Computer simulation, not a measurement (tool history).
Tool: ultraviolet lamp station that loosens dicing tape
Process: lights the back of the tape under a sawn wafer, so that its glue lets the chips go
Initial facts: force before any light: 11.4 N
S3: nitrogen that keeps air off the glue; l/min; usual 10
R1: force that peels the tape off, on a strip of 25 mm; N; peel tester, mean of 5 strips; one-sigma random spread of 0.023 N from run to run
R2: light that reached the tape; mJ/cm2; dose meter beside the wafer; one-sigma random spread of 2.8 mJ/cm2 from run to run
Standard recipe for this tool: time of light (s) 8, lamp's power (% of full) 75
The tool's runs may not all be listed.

run 1 day=0.000 | time_of_light_(s)=8 lamp's_power_(%_of_full)=75 S3=10 | R1=1.470 R2=331
run 2 day=0.762 | time_of_light_(s)=8 lamp's_power_(%_of_full)=75 S3=10 | R1=1.388 R2=333
run 3 day=1.492 | time_of_light_(s)=8 lamp's_power_(%_of_full)=75 S3=10 | R1=1.466 R2=329
run 4 day=2.312 | time_of_light_(s)=8 lamp's_power_(%_of_full)=75 S3=10 | R1=1.489 R2=330
run 5 day=3.138 | time_of_light_(s)=8 lamp's_power_(%_of_full)=75 S3=10 | R1=1.433 R2=330
run 6 day=3.558 | time_of_light_(s)=8 lamp's_power_(%_of_full)=75 S3=10 | R1=1.469 R2=328
run 7 day=4.062 | time_of_light_(s)=8 lamp's_power_(%_of_full)=75 S3=10 | R1=1.484 R2=330
run 8 day=4.800 | time_of_light_(s)=8 lamp's_power_(%_of_full)=75 S3=10 | R1=1.470 R2=323
run 9 day=5.238 | time_of_light_(s)=8 lamp's_power_(%_of_full)=75 S3=10 | R1=1.510 R2=320
run 10 day=5.696 | time_of_light_(s)=6 lamp's_power_(%_of_full)=75 S3=10 | R1=2.394 R2=244
run 11 day=6.412 | time_of_light_(s)=4 lamp's_power_(%_of_full)=99 S3=9 | R1=3.151 R2=217
run 12 day=6.888 | time_of_light_(s)=8 lamp's_power_(%_of_full)=66 S3=10 | R1=1.906 R2=282
run 13 day=7.350 | time_of_light_(s)=8 lamp's_power_(%_of_full)=97 S3=10 | R1=0.942 R2=416

What if the next run were any one of these 4? Each begins from the tool's condition after run 13:
run A day=8.142 | time_of_light_(s)=8 lamp's_power_(%_of_full)=75 S3=16 | R1=? R2=?
run B day=8.142 | time_of_light_(s)=13 lamp's_power_(%_of_full)=97 S3=10 | R1=? R2=?
run C day=8.142 | time_of_light_(s)=12 lamp's_power_(%_of_full)=85 S3=14 | R1=? R2=?
run D day=8.142 | time_of_light_(s)=8 lamp's_power_(%_of_full)=79 S3=3 | R1=? R2=?

run=A R1=1.117 R2=317
run=B R1=0.309 R2=669
run=C R1=0.376 R2=548
run=D R1=3.165 R2=337
Stripped of hidden state, with their random variation kept, the same runs would have yielded:
run=A R1=0.766 R2=377
run=B R1=0.231 R2=794
run=C R1=0.271 R2=651
run=D R1=2.501 R2=400
